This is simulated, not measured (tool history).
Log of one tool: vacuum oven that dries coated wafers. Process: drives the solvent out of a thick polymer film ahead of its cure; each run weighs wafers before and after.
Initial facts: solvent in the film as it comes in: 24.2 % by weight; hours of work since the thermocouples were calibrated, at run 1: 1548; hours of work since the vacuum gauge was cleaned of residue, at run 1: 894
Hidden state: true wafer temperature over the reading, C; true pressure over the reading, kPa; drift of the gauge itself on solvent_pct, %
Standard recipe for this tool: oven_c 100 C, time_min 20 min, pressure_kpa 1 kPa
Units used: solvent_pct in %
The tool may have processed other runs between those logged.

| run | hour | oven_c | time_min | pressure_kpa | hours of work since the thermocouples were calibrated | hours of work since the vacuum gauge was cleaned of residue | solvent_pct |
|---|---|---|---|---|---|---|---|
| 1 | 0 | 100 | 20 | 1 | 1548 | 894 | 7.1 |
| 2 | 57.9 | 100 | 20 | 1 | 1582 | 929 | 7.08 |
| 3 | 105 | 100 | 20 | 1 | 1610 | 956 | 7.16 |
| 4 | 161.4 | 100 | 20 | 1 | 1643 | 990 | 7.21 |
| 5 | 201.1 | 100 | 33 | 1 | 1667 | 1013 | 4.12 |
| 6 | 235.1 | 100 | 33 | 1 | 1687 | 1033 | 4 |
|  | 267.3 | oven's thermocouples calibrated |
| 7 | 275 | 100 | 20 | 1 | 5 | 1055 | 5.75 |
| 8 | 324.9 | 100 | 20 | 1 | 34 | 1085 | 5.71 |
| 9 | 382.3 | 100 | 20 | 1 | 68 | 1118 | 5.74 |
| 10 | 439.5 | 100 | 17 | 1 | 101 | 1152 | 6.98 |
| 11 | 485.7 | 100 | 17 | 1 | 129 | 1179 | 6.93 |
| 12 | 534.8 | 100 | 17 | 1 | 157 | 1208 | 6.96 |
| 13 | 561.3 | 100 | 17 | 1 | 173 | 1224 | 7.01 |
| 14 | 611.8 | 100 | 12 | 1 | 203 | 1253 | 9.46 |
| 15 | 638.3 | 87 | 20 | 1 | 218 | 1269 | 11.63 |
| 16 | 696 | 87 | 20 | 1.04 | 252 | 1303 | 11.89 |
| 17 | 734.6 | 87 | 20 | 1.04 | 275 | 1326 | 12.13 |
| 18 | 761.2 | 87 | 20 | 1.04 | 291 | 1341 | 11.76 |
| 19 | 805.1 | 89 | 20 | 1 | 317 | 1367 | 10.95 |
| 20 | 852.9 | 89 | 20 | 1 | 345 | 1395 | 11.08 |
| 21 | 898.9 | 89 | 20 | 1 | 372 | 1423 | 10.78 |
| 22 | 961.4 | 100 | 20 | 1 | 409 | 1459 | 6.22 |
| 23 | 1016 | 100 | 20 | 1 | 441 | 1491 | 6.23 |
| 24 | 1043 | 87 | 20 | 0.67 | 457 | 1507 | 11.68 |
| 25 | 1098.1 | 93 | 34 | 0.93 | 489 | 1540 | 5.62 |
| 26 | 1160.6 | 88 | 19 | 1.13 | 526 | 1577 | 12.35 |
| 27 | 1206.6 | 88 | 17 | 1.99 | 553 | 1604 | 13.24 |
| 28 | 1232.8 | 106 | 10 | 1.34 | 568 | 1619 | 8.67 |
| 29 | 1276.2 | 90 | 34 | 1.34 | 594 | 1645 | 7.74 |
| 30 | 1318.3 | 90 | 33 | 0.85 | 619 | 1669 | 7.42 |
| 31 | 1372.6 | 111 | 33 | 2.42 | 651 | 1701 | 2.11 |
| 32 | 1410.3 | 111 | 33 | 2.42 | 673 | 1724 | 2.16 |
| 33 | 1467.4 | 86 | 11 | 1.13 | 707 | 1757 | 15.61 |
| 34 | 1495.3 | 97 | 33 | 3.3 | 723 | 1774 | 6.9 |
| 35 | 1557.1 | 102 | 20 | 3.3 | 759 | 1810 | 7.25 |
| 36 | 1617.8 | 108 | 18 | 0.77 | 795 | 1846 | 3.89 |
| 37 | 1649.7 | 93 | 21 | 1.41 | 814 | 1865 | 9.94 |
| 38 | 1704.6 | 100 | 20 | 1.36 | 846 | 1897 | 6.95 |
| 39 | 1756.7 | 100 | 20 | 1.36 | 877 | 1928 | 6.92 |
| 40 | 1789.3 | 99 | 20 | 1.96 | 896 | 1947 | 7.94 |
| 41 | 1820.6 | 99 | 20 | 1.96 | 915 | 1965 | 7.89 |
| 42 | 1852.7 | 100 | 11 | 0.8 | 933 | 1984 | 10.64 |
| 43 | 1912.5 | 100 | 11 | 3.57 | 969 | 2019 | 12.2 |
| 44 | 1939.2 | 104 | 10 | 3.53 | 984 | 2035 | 11.26 |
| 45 | 1969.1 | 104 | 10 | 3.53 | 1002 | 2053 | 11.34 |
| 46 | 2025.3 | 109 | 20 | 0.95 | 1035 | 2086 | 3.4 |

Here are 5 independent what-if runs from the current tool condition. What would each one return?
| A | 2057.2 | 100 | 20 | 0.95 | 1054 | 2104 | ? |
| B | 2057.2 | 112 | 18 | 1 | 1054 | 2104 | ? |
| C | 2057.2 | 96 | 19 | 1.37 | 1054 | 2104 | ? |
| D | 2057.2 | 89 | 33 | 2.33 | 1054 | 2104 | ? |
| E | 2057.2 | 97 | 20 | 1 | 1054 | 2104 | ? |

| run | solvent_pct |
|---|---|
| A | 6.91 |
| B | 3.03 |
| C | 9.38 |
| D | 10.01 |
| E | 8.3 |
The same runs, with their run-to-run variation unchanged, on a tool lacking any hidden condition would have given:
| run | solvent_pct |
|---|---|
| A | 5.54 |
| B | 2.13 |
| C | 7.91 |
| D | 8.36 |
| E | 6.85 |

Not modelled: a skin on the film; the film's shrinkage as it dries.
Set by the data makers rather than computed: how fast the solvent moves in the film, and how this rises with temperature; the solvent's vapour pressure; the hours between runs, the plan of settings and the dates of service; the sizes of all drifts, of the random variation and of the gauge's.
